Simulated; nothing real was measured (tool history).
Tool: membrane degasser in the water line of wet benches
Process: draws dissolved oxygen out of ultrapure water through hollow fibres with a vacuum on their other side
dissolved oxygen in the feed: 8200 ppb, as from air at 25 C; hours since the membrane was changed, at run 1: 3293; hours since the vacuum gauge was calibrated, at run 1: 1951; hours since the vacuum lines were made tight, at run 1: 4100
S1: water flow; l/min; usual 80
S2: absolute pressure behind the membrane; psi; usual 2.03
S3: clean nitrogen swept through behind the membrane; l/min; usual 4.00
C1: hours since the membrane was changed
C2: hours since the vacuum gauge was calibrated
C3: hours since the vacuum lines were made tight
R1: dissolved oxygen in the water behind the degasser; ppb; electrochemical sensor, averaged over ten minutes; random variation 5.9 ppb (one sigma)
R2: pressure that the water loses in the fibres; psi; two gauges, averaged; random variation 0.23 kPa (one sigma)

| run | hour | S1 | S2 | S3 | C1 | C2 | C3 | R1 | R2 |
|---|---|---|---|---|---|---|---|---|---|
| 1 | 0.0 | 80 | 2.03 | 4.00 | 3293 | 1951 | 4100 | 601.2 | 8.900 |
| 2 | 63.5 | 80 | 2.03 | 1.78 | 3356 | 2014 | 4163 | 1001.3 | 8.956 |
| 3 | 142.3 | 80 | 2.03 | 4.00 | 3435 | 2093 | 4242 | 630.0 | 8.971 |
| 4 | 242.6 | 80 | 2.03 | 4.00 | 3535 | 2193 | 4342 | 600.8 | 8.936 |
| 5 | 292.6 | 80 | 2.03 | 4.00 | 3585 | 2243 | 4392 | 618.2 | 8.939 |
| 6 | 403.6 | 80 | 2.03 | 4.00 | 3696 | 2354 | 4503 | 615.4 | 8.991 |
| 7 | 462.3 | 80 | 2.03 | 4.00 | 3755 | 2413 | 4562 | 627.3 | 8.958 |
| 8 | 513.5 | 80 | 2.03 | 4.00 | 3806 | 2464 | 4613 | 614.7 | 8.966 |
| 9 | 598.4 | 80 | 2.03 | 4.00 | 3891 | 2549 | 4698 | 616.2 | 8.959 |
| 10 | 700.1 | 80 | 2.03 | 10.14 | 3993 | 2651 | 4800 | 366.3 | 8.976 |
| 11 | 751.4 | 80 | 2.03 | 4.00 | 4044 | 2702 | 4851 | 619.0 | 8.943 |
| 12 | 848.8 | 80 | 2.03 | 4.00 | 4142 | 2800 | 4948 | 615.7 | 9.030 |
| 13 | 913.2 | 80 | 2.03 | 4.00 | 4206 | 2864 | 5013 | 630.6 | 9.007 |
| 14 | 994.7 | 80 | 2.03 | 5.53 | 4287 | 2946 | 5094 | 517.2 | 9.002 |
|  | 1014.1 | seals of the vacuum lines changed |
| 15 | 1082.6 | 80 | 5.08 | 4.00 | 4373 | 3032 | 69 | 1331.1 | 9.014 |
|  | 1100.3 | vacuum gauge calibrated |
| 16 | 1175.3 | 80 | 2.03 | 4.00 | 4466 | 75 | 161 | 612.6 | 9.087 |
| 17 | 1288.1 | 117 | 3.92 | 1.92 | 4578 | 188 | 274 | 2275.2 | 13.235 |
| 18 | 1393.6 | 117 | 3.92 | 1.92 | 4684 | 293 | 379 | 2232.1 | 13.198 |
| 19 | 1443.6 | 80 | 2.71 | 10.42 | 4734 | 343 | 429 | 441.2 | 9.014 |
| 20 | 1515.4 | 80 | 3.03 | 3.02 | 4806 | 415 | 501 | 1040.9 | 9.063 |
| 21 | 1568.1 | 80 | 3.03 | 3.02 | 4858 | 468 | 553 | 1057.3 | 9.111 |
| 22 | 1661.0 | 125 | 2.03 | 4.00 | 4951 | 561 | 646 | 909.5 | 14.209 |
| 23 | 1762.6 | 88 | 2.83 | 7.44 | 5053 | 662 | 748 | 608.1 | 10.000 |
| 24 | 1818.4 | 75 | 2.03 | 1.98 | 5109 | 718 | 804 | 904.7 | 8.551 |
| 25 | 1902.8 | 55 | 1.57 | 3.09 | 5193 | 802 | 888 | 408.7 | 6.250 |
| 26 | 2000.5 | 75 | 2.47 | 4.17 | 5291 | 900 | 986 | 674.5 | 8.521 |
| 27 | 2082.4 | 75 | 2.47 | 4.17 | 5373 | 982 | 1068 | 672.5 | 8.535 |
| 28 | 2179.0 | 75 | 2.47 | 4.08 | 5469 | 1079 | 1164 | 681.8 | 8.511 |
| 29 | 2244.0 | 75 | 2.47 | 4.08 | 5534 | 1144 | 1229 | 681.6 | 8.588 |
| 30 | 2336.5 | 53 | 2.49 | 4.00 | 5627 | 1236 | 1322 | 515.1 | 6.065 |
| 31 | 2407.2 | 59 | 2.89 | 3.87 | 5697 | 1307 | 1393 | 664.8 | 6.686 |

4 ways to go on from here, each from the tool as it stands after run 31. What would each give?
| A | 2525.9 | 80 | 3.68 | 5.24 | 5816 | 1426 | 1511 | ? | ? |
| B | 2525.9 | 52 | 3.95 | 1.92 | 5816 | 1426 | 1511 | ? | ? |
| C | 2525.9 | 68 | 2.03 | 4.00 | 5816 | 1426 | 1511 | ? | ? |
| D | 2525.9 | 59 | 2.89 | 5.75 | 5816 | 1426 | 1511 | ? | ? |

| run | R1 | R2 |
|---|---|---|
| A | 880.0 | 9.114 |
| B | 1292.4 | 5.989 |
| C | 536.0 | 7.781 |
| D | 505.9 | 6.756 |
Without the tool's hidden state the same runs would have given:
| run | R1 | R2 |
|---|---|---|
| A | 846.7 | 8.598 |
| B | 1272.1 | 5.651 |
| C | 505.7 | 7.339 |
| D | 479.1 | 6.374 |

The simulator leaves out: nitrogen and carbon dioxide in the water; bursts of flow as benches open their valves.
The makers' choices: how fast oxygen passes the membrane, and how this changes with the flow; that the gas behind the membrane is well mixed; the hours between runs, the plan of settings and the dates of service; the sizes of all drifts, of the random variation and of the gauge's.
